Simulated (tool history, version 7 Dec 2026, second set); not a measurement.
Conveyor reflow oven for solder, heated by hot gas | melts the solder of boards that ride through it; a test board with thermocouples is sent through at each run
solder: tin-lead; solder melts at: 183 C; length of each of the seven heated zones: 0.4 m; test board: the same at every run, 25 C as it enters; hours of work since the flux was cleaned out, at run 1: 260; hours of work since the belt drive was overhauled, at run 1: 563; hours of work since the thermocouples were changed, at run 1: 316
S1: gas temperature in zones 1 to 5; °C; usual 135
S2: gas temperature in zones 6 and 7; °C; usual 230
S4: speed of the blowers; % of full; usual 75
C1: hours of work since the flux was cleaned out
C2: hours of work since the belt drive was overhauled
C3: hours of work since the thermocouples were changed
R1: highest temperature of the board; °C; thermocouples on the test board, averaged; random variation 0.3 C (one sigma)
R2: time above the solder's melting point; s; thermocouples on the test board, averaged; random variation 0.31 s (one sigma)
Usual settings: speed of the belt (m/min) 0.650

Run 1, hour 0.0: usual settings; C1 260; C2 563; C3 316. Result: R1 211.9 °C, R2 49.6 s.
Run 2, hour 37.8: usual settings; C1 285; C2 588; C3 341. Result: R1 210.7 °C, R2 49.5 s.
Run 3, hour 58.0: usual settings; C1 299; C2 601; C3 355. Result: R1 210.4 °C, R2 49.4 s.
Run 4, hour 101.7: usual settings; C1 328; C2 630; C3 383. Result: R1 210.3 °C, R2 48.7 s.
At hour 110.7: flux residue cleaned out of gas plates and filters.
Run 5, hour 143.4: usual settings; C1 22; C2 654; C3 408. Result: R1 206.9 °C, R2 44.7 s.
Run 6, hour 190.8: usual settings but S1 133 °C, speed of the belt (m/min) 0.614; C1 53; C2 686; C3 439. Result: R1 208.3 °C, R2 48.2 s.
Run 7, hour 224.1: usual settings but S1 124 °C, S2 231 °C, speed of the belt (m/min) 0.640, S4 57 % of full; C1 75; C2 708; C3 461. Result: R1 200.2 °C, R2 32.2 s.
Run 8, hour 256.6: usual settings but S1 124 °C, S2 231 °C, speed of the belt (m/min) 0.640, S4 57 % of full; C1 97; C2 729; C3 483. Result: R1 199.2 °C, R2 31.4 s.
At hour 279.4: flux residue cleaned out of gas plates and filters, once more.
Run 9, hour 306.5: usual settings but speed of the belt (m/min) 0.759, S4 76 % of full; C1 18; C2 759; C3 512. Result: R1 208.9 °C, R2 40.3 s.
Run 10, hour 332.0: usual settings but S1 126 °C, S2 223 °C; C1 35; C2 776; C3 529. Result: R1 205.6 °C, R2 43.0 s.

3 ways to go on from here, each from the tool as it stands after run 10. What would each give?
Run A, hour 353.6: usual settings but S1 136 °C, speed of the belt (m/min) 0.712, S4 70 % of full; C1 49; C2 790; C3 544. Result: R1 ?, R2 ?.
Run B, hour 353.6: usual settings but S1 126 °C, S2 235 °C, S4 71 % of full; C1 49; C2 790; C3 544. Result: R1 ?, R2 ?.
Run C, hour 353.6: usual settings but speed of the belt (m/min) 0.710; C1 49; C2 790; C3 544. Result: R1 ?, R2 ?.

run     R1    R2
  A  209.1  43.6
  B  214.7  51.0
  C  210.6  45.4
Without the tool's hidden state the same runs would have given:
run     R1    R2
  A  210.1  43.5
  B  215.8  50.8
  C  211.7  45.4
